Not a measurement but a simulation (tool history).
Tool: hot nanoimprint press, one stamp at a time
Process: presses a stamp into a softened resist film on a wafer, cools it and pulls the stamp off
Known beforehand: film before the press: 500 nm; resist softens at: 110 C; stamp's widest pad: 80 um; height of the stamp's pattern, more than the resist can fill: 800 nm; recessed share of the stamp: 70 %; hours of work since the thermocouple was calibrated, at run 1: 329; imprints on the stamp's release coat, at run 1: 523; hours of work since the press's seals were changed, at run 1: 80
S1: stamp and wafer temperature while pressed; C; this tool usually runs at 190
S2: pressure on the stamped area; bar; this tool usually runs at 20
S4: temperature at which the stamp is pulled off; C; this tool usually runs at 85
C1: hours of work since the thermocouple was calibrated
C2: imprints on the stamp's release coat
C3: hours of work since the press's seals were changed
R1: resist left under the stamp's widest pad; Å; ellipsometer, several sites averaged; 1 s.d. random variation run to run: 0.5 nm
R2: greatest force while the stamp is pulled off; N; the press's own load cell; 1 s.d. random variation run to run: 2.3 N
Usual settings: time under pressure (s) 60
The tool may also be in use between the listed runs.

Run 1, hour 0: usual settings; C1 329; C2 523; C3 80. Result: R1 2571 Å, R2 106 N.
At hour 8.3: plate thermocouple calibrated.
Run 2, hour 11.8: usual settings; C1 3; C2 569; C3 87. Result: R1 2568 Å, R2 108 N.
Run 3, hour 20.7: usual settings; C1 10; C2 615; C3 94. Result: R1 2575 Å, R2 106 N.
Run 4, hour 27.6: usual settings; C1 15; C2 651; C3 99. Result: R1 2579 Å, R2 111 N.
Run 5, hour 33.9: usual settings but S1 193 C; C1 20; C2 683; C3 104. Result: R1 2357 Å, R2 107 N.
Run 6, hour 42.4: usual settings; C1 27; C2 727; C3 111. Result: R1 2583 Å, R2 105 N.
Run 7, hour 47.9: usual settings; C1 31; C2 756; C3 116. Result: R1 2581 Å, R2 106 N.
Run 8, hour 56.3: usual settings; C1 38; C2 800; C3 122. Result: R1 2593 Å, R2 106 N.
Run 9, hour 62.7: usual settings; C1 43; C2 833; C3 127. Result: R1 2588 Å, R2 105 N.
Run 10, hour 70.6: usual settings but S2 28.6 bar, time under pressure (s) 62, S4 78 C; C1 49; C2 874; C3 134. Result: R1 2158 Å, R2 117 N.
Run 11, hour 76.5: usual settings but S1 200 C, S2 13 bar, time under pressure (s) 56, S4 70 C; C1 54; C2 905; C3 138. Result: R1 2428 Å, R2 126 N.
Run 12, hour 81.1: usual settings but S1 200 C, S2 22.6 bar, time under pressure (s) 63, S4 70 C; C1 58; C2 928; C3 142. Result: R1 1746 Å, R2 129 N.
Run 13, hour 89.8: usual settings but S1 200 C, S2 22.6 bar, time under pressure (s) 63, S4 70 C; C1 65; C2 973; C3 149. Result: R1 1747 Å, R2 127 N.
Run 14, hour 98.3: usual settings but S1 192 C, S2 15.7 bar; C1 71; C2 1018; C3 156. Result: R1 2739 Å, R2 109 N.
Run 15, hour 104.6: usual settings but S2 15.7 bar, S4 89 C; C1 76; C2 1050; C3 161. Result: R1 2906 Å, R2 105 N.
Run 16, hour 112: usual settings but S2 15.7 bar, S4 89 C; C1 82; C2 1089; C3 166. Result: R1 2894 Å, R2 102 N.

What if the next run were any one of these 3? Each begins from the tool's condition after run 16:
Run A, hour 120.6: usual settings but S1 199 C, S2 15.9 bar, time under pressure (s) 110, S4 89 C; C1 89; C2 1133; C3 173. Result: R1 ?, R2 ?.
Run B, hour 120.6: usual settings but S2 27.2 bar, S4 89 C; C1 89; C2 1133; C3 173. Result: R1 ?, R2 ?.
Run C, hour 120.6: usual settings but S1 201 C; C1 89; C2 1133; C3 173. Result: R1 ?, R2 ?.

run    R1   R2
  A  1768   98
  B  2241  104
  C  1850  105
Without the tool's hidden state the same runs would have given:
run    R1   R2
  A  1746   97
  B  2212  102
  C  1827  104
